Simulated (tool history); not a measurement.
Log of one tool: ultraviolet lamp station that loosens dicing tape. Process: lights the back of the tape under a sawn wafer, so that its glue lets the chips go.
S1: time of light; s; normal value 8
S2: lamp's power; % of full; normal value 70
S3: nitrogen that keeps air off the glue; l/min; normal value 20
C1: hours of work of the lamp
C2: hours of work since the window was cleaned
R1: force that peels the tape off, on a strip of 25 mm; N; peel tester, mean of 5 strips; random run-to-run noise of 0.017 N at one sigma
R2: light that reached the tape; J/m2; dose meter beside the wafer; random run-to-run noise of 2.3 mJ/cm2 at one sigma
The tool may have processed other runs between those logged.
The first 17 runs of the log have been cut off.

At hour 335.8: window cleaned of glue's vapour.
Run 18, hour 335.8: usual settings; C1 44; C2 0. Result: R1 0.9 N, R2 2260 J/m2.
Run 19, hour 361: usual settings but S3 6 l/min; C1 63; C2 19. Result: R1 1.684 N, R2 2190 J/m2.
Run 20, hour 384.9: usual settings but S1 6 s; C1 81; C2 38. Result: R1 1.454 N, R2 1620 J/m2.
Run 21, hour 406.1: usual settings but S2 83 % of full; C1 98; C2 54. Result: R1 0.662 N, R2 2590 J/m2.
Run 22, hour 429.1: usual settings but S2 83 % of full; C1 115; C2 72. Result: R1 0.681 N, R2 2520 J/m2.
Run 23, hour 449: usual settings but S2 86 % of full; C1 131; C2 87. Result: R1 0.608 N, R2 2620 J/m2.
Run 24, hour 463.6: usual settings but S1 16 s, S2 66 % of full, S3 21 l/min; C1 142; C2 98. Result: R1 0.243 N, R2 3980 J/m2.
Run 25, hour 475: usual settings but S1 4 s, S2 83 % of full, S3 9 l/min; C1 151; C2 107. Result: R1 2.601 N, R2 1240 J/m2.
Run 26, hour 486.4: usual settings but S1 4 s, S2 83 % of full, S3 9 l/min; C1 159; C2 116. Result: R1 2.536 N, R2 1240 J/m2.
Run 27, hour 505.7: usual settings but S1 4 s, S2 83 % of full, S3 9 l/min; C1 174; C2 131. Result: R1 2.635 N, R2 1250 J/m2.
Run 28, hour 527: usual settings but S1 12 s, S2 62 % of full, S3 7 l/min; C1 191; C2 147. Result: R1 1.133 N, R2 2660 J/m2.
Run 29, hour 538.5: usual settings but S1 12 s, S2 62 % of full, S3 7 l/min; C1 200; C2 156. Result: R1 1.166 N, R2 2650 J/m2.
Run 30, hour 558: usual settings but S1 4 s, S2 65 % of full, S3 7 l/min; C1 215; C2 171. Result: R1 3.299 N, R2 910 J/m2.
Run 31, hour 569: usual settings but S1 7 s, S2 65 % of full, S3 19 l/min; C1 223; C2 180. Result: R1 1.428 N, R2 1600 J/m2.
Run 32, hour 595: usual settings but S2 94 % of full, S3 17 l/min; C1 243; C2 200. Result: R1 0.708 N, R2 2650 J/m2.
Run 33, hour 608.9: usual settings but S2 94 % of full, S3 17 l/min; C1 254; C2 210. Result: R1 0.705 N, R2 2620 J/m2.
Run 34, hour 634.8: usual settings but S1 6 s; C1 274; C2 230. Result: R1 1.628 N, R2 1470 J/m2.
Run 35, hour 659.7: usual settings but S1 6 s; C1 293; C2 249. Result: R1 1.701 N, R2 1400 J/m2.
Run 36, hour 684.7: usual settings but S1 6 s, S2 82 % of full; C1 312; C2 269. Result: R1 1.465 N, R2 1650 J/m2.
Run 37, hour 707: usual settings but S2 82 % of full, S3 7 l/min; C1 329; C2 286. Result: R1 1.604 N, R2 2110 J/m2.
Run 38, hour 728: usual settings but S1 7 s, S2 93 % of full, S3 31 l/min; C1 345; C2 302. Result: R1 0.744 N, R2 2110 J/m2.
Run 39, hour 739.6: usual settings but S1 11 s, S2 65 % of full, S3 16 l/min; C1 354; C2 311. Result: R1 0.94 N, R2 2240 J/m2.
Run 40, hour 757.9: usual settings but S1 10 s, S2 67 % of full, S3 23 l/min; C1 368; C2 325. Result: R1 0.883 N, R2 2140 J/m2.
Run 41, hour 781.2: usual settings but S1 9 s; C1 386; C2 343. Result: R1 1.115 N, R2 1980 J/m2.
Run 42, hour 806.7: usual settings but S1 13 s, S3 10 l/min; C1 406; C2 362. Result: R1 0.873 N, R2 2810 J/m2.

Consider 5 possible next runs. They are alternatives, not a sequence: every one starts from the tool as it was left by run 42. What does each give?
Run A, hour 824.8: usual settings but S1 4 s, S3 10 l/min; C1 420; C2 376. Result: R1 ?, R2 ?.
Run B, hour 824.8: usual settings but S1 9 s, S2 85 % of full, S3 11 l/min; C1 420; C2 376. Result: R1 ?, R2 ?.
Run C, hour 824.8: usual settings but S2 92 % of full; C1 420; C2 376. Result: R1 ?, R2 ?.
Run D, hour 824.8: usual settings but S1 12 s, S3 10 l/min; C1 420; C2 376. Result: R1 ?, R2 ?.
Run E, hour 824.8: usual settings but S1 10 s, S3 26 l/min; C1 420; C2 376. Result: R1 ?, R2 ?.

run     R1    R2
  A   3.21   830
  B  1.085  2370
  C  0.851  2220
  D  1.024  2550
  E  0.814  2120
With the hidden condition removed and each run's random variation left untouched, the same runs would have given:
run     R1    R2
  A   2.65  1110
  B   0.65  3150
  C  0.474  2970
  D  0.598  3400
  E  0.453  2830

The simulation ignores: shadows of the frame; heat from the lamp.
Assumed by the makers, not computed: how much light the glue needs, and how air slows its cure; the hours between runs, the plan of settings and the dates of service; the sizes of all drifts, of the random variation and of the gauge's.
